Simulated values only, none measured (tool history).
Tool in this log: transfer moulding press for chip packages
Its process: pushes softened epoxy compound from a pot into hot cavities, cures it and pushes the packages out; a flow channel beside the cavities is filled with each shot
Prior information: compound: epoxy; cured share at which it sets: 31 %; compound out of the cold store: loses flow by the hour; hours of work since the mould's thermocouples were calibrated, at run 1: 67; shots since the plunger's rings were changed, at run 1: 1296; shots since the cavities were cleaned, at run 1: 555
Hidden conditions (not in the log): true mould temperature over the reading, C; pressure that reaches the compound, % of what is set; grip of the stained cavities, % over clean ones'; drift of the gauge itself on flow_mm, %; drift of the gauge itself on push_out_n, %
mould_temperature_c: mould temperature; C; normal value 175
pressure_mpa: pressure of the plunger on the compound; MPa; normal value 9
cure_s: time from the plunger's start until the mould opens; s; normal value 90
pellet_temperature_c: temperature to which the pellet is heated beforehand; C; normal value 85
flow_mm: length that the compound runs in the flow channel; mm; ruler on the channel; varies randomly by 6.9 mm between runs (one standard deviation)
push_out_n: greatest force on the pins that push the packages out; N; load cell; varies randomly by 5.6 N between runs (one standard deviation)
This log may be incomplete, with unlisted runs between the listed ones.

run   hour  mould_temperature_c  pressure_mpa  cure_s  pellet_temperature_c  hours of work since the mould's thermocouples were calibrated  shots since the plunger's rings were changed  shots since the cavities were cleaned  incoming compound's hours out of the cold store  flow_mm  push_out_n
  1      0                  175             9      90                    85                                                             67                                          1296                                    555                                             30.5      810         266
      12.5  -- cavities cleaned with cleaning compound and waxed
  2   28.4                  175             9      90                    85                                                             87                                          1691                                    233                                             35.8      774         235
  3   49.3                  175             9      90                    85                                                            103                                          2000                                    542                                             46.3      728         256
      64.3  -- cavities cleaned with cleaning compound and waxed
  4   75.1                  175             9     121                    85                                                            122                                          2358                                    159                                             13.1      870         183
  5   88.6                  175             9     121                    85                                                            132                                          2557                                    358                                             14.2      868         205
  6  106.9                  175             9      90                    85                                                            146                                          2827                                    628                                             22.4      817         288
     114.1  -- cavities cleaned with cleaning compound and waxed
  7    132                  175             9      90                    85                                                            164                                          3174                                    264                                             32.6      773         242
  8  145.1                  175             9      90                    85                                                            174                                          3368                                    458                                             14.9      840         281
     164.4  -- cavities cleaned with cleaning compound and waxed
  9  172.6                  175             9     124                    85                                                            194                                          3750                                    120                                             17.3      828         178
 10  199.4                  175             9     124                    85                                                            214                                          4145                                    515                                               42      723         219
     214.7  -- cavities cleaned with cleaning compound and waxed
 11  216.1                  175             9      90                    85                                                            226                                          4369                                     20                                               23      798         213
 12    232                  175             9      90                    85                                                            238                                          4604                                    255                                             11.8      851         258
 13    256                  175             9      90                    85                                                            256                                          4958                                    609                                             35.6      735         283
     265.1  -- cavities cleaned with cleaning compound and waxed
 14  277.8                  176             9      90                    85                                                            272                                          5256                                    187                                             15.3      816         234
 15  295.3                  171          7.04      90                    79                                                            285                                          5515                                    446                                             38.4      652         351
 16  308.3                  171          7.04      90                    79                                                            295                                          5706                                    637                                             22.3      708         394
     315.7  -- cavities cleaned with cleaning compound and waxed
     329.8  -- plunger's sealing rings changed
 17  330.6                  171         10.46     114                    77                                                            309                                            12                                    184                                             19.7      957         216
 18  357.4                  171         10.46     114                    77                                                            329                                           406                                    578                                              8.4     1035         267
     369.2  -- cavities cleaned with cleaning compound and waxed
 19  383.2                  171         10.46     114                    77                                                            348                                           764                                    206                                             40.9      856         212
 20  411.7                  183         10.18     125                    90                                                            370                                          1184                                    626                                             17.4      869         223
     420.2  -- cavities cleaned with cleaning compound and waxed
 21  434.9                  171          8.87      82                    92                                                            386                                          1504                                    217                                              9.8      924         439
 22  446.7                  175             9     103                    91                                                            395                                          1678                                    391                                              9.8      892         237
     470.2  -- cavities cleaned with cleaning compound and waxed
 23  470.6                  175             9     103                    91                                                            412                                          2008                                      6                                             11.4      877         186
 24  498.3                  175             9      91                    85                                                            433                                          2416                                    414                                               18      847         285
     520.8  -- cavities cleaned with cleaning compound and waxed
 25  527.5                  175             9     118                    93                                                            455                                          2824                                     99                                             43.7      735         171
 26  545.7                  175             9     118                    93                                                            468                                          3093                                    368                                             37.3      755         193
 27  566.4                  173          8.69     123                    76                                                            484                                          3397                                    672                                               27      803         233

Below are 4 alternative next runs, each starting from the tool's condition after run 27. Predict each:
     570.7  -- cavities cleaned with cleaning compound and waxed
  A  585.9                  169          8.69     123                    76                                                            498                                          3662                                    223                                             11.5        ?           ?
     570.7  -- cavities cleaned with cleaning compound and waxed
  B  585.9                  175          8.66      90                    76                                                            498                                          3662                                    223                                             34.3        ?           ?
     570.7  -- cavities cleaned with cleaning compound and waxed
  C  585.9                  173          8.69     123                    84                                                            498                                          3662                                    223                                             36.6        ?           ?
     570.7  -- cavities cleaned with cleaning compound and waxed
  D  585.9                  180          7.87      97                    76                                                            498                                          3662                                    223                                             43.2        ?           ?

run  flow_mm  push_out_n
  A      881         234
  B      766         252
  C      755         200
  D      663         188
Without the tool's hidden state the same runs would have given:
run  flow_mm  push_out_n
  A      925         188
  B      805         201
  C      794         165
  D      698         153

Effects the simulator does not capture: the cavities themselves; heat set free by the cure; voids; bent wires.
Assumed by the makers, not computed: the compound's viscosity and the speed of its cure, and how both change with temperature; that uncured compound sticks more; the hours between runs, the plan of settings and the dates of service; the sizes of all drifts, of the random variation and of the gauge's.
